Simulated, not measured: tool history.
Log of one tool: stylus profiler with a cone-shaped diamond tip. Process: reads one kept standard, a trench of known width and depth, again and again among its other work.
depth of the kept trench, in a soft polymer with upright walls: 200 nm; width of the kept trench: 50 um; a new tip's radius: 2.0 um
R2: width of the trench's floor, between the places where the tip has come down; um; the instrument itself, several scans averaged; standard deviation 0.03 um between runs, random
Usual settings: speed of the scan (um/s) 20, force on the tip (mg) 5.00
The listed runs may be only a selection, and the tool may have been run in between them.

Run 1, hour 0.0: usual settings. Result: depth of the trench (Å) 2043.0, R2 47.32 um.
Run 2, hour 146.8: usual settings. Result: depth of the trench (Å) 2043.7, R2 47.29 um.
Run 3, hour 210.6: usual settings. Result: depth of the trench (Å) 2042.8, R2 47.22 um.
Run 4, hour 331.6: usual settings. Result: depth of the trench (Å) 2042.9, R2 47.23 um.
Run 5, hour 398.7: usual settings. Result: depth of the trench (Å) 2042.8, R2 47.23 um.
Run 6, hour 495.7: usual settings. Result: depth of the trench (Å) 2042.7, R2 47.16 um.
Run 7, hour 584.4: usual settings. Result: depth of the trench (Å) 2041.9, R2 47.07 um.
Run 8, hour 668.2: usual settings but force on the tip (mg) 10.37. Result: depth of the trench (Å) 2073.3, R2 47.17 um.
At hour 755.5: new tip fitted, height scale calibrated.
Run 9, hour 757.1: usual settings but force on the tip (mg) 2.53. Result: depth of the trench (Å) 2030.9, R2 48.22 um.
Run 10, hour 882.1: usual settings. Result: depth of the trench (Å) 2047.8, R2 48.09 um.
At hour 894.7: height scale calibrated on a step standard.
Run 11, hour 986.7: usual settings. Result: depth of the trench (Å) 2048.1, R2 48.09 um.
Run 12, hour 1080.8: usual settings. Result: depth of the trench (Å) 2047.1, R2 48.00 um.
Run 13, hour 1179.3: usual settings. Result: depth of the trench (Å) 2047.6, R2 47.95 um.
Run 14, hour 1318.9: usual settings. Result: depth of the trench (Å) 2046.3, R2 47.93 um.
Run 15, hour 1441.8: usual settings but force on the tip (mg) 3.94. Result: depth of the trench (Å) 2038.2, R2 47.82 um.
At hour 1565.2: height scale calibrated on a step standard, once more.
Run 16, hour 1579.5: usual settings but speed of the scan (um/s) 28, force on the tip (mg) 3.94. Result: depth of the trench (Å) 2041.6, R2 47.69 um.
Run 17, hour 1687.1: usual settings but speed of the scan (um/s) 28, force on the tip (mg) 3.94. Result: depth of the trench (Å) 2041.6, R2 47.72 um.
Run 18, hour 1784.8: usual settings but speed of the scan (um/s) 28, force on the tip (mg) 3.94. Result: depth of the trench (Å) 2041.4, R2 47.66 um.
Run 19, hour 1877.6: usual settings but speed of the scan (um/s) 28, force on the tip (mg) 3.94. Result: depth of the trench (Å) 2041.1, R2 47.60 um.
Run 20, hour 2025.0: usual settings but speed of the scan (um/s) 23, force on the tip (mg) 8.18. Result: depth of the trench (Å) 2066.7, R2 47.55 um.
Run 21, hour 2149.1: usual settings but speed of the scan (um/s) 23, force on the tip (mg) 8.18. Result: depth of the trench (Å) 2067.2, R2 47.53 um.
Run 22, hour 2295.7: usual settings but speed of the scan (um/s) 23, force on the tip (mg) 8.18. Result: depth of the trench (Å) 2066.2, R2 47.44 um.
Run 23, hour 2364.9: usual settings but speed of the scan (um/s) 71, force on the tip (mg) 2.26. Result: depth of the trench (Å) 2025.5, R2 47.04 um.
Run 24, hour 2506.5: usual settings but speed of the scan (um/s) 71, force on the tip (mg) 2.26. Result: depth of the trench (Å) 2026.1, R2 47.03 um.
Run 25, hour 2647.2: usual settings but speed of the scan (um/s) 71, force on the tip (mg) 2.26. Result: depth of the trench (Å) 2024.3, R2 46.97 um.

A few steps of depth of the trench (Å) between consecutive runs. Split each: what settings, incoming material and random variation would produce without the hidden state, and what is left over for the hidden state, along with gauge scatter present in only one of the two compared results (measured, and without hidden state):
What the log doesn't record here: radius of the tip, um; height scale over the true one, %; drift of the gauge itself on depth_nm, %; drift of the gauge itself on floor_um, %.
Run 8 -> 9: force on the tip (mg) 10.37 -> 2.53, new tip fitted, height scale calibrated. depth of the trench (Å) -42.4: hidden state +6.7, all else -49.1.
Run 15 -> 16: speed of the scan (um/s) 20 -> 28, height scale calibrated on a step standard, once more. depth of the trench (Å) +3.4: hidden state +3.2, all else +0.2.
Run 22 -> 23: speed of the scan (um/s) 23 -> 71, force on the tip (mg) 8.18 -> 2.26. depth of the trench (Å) -40.7: hidden state -0.1, all else -40.6.

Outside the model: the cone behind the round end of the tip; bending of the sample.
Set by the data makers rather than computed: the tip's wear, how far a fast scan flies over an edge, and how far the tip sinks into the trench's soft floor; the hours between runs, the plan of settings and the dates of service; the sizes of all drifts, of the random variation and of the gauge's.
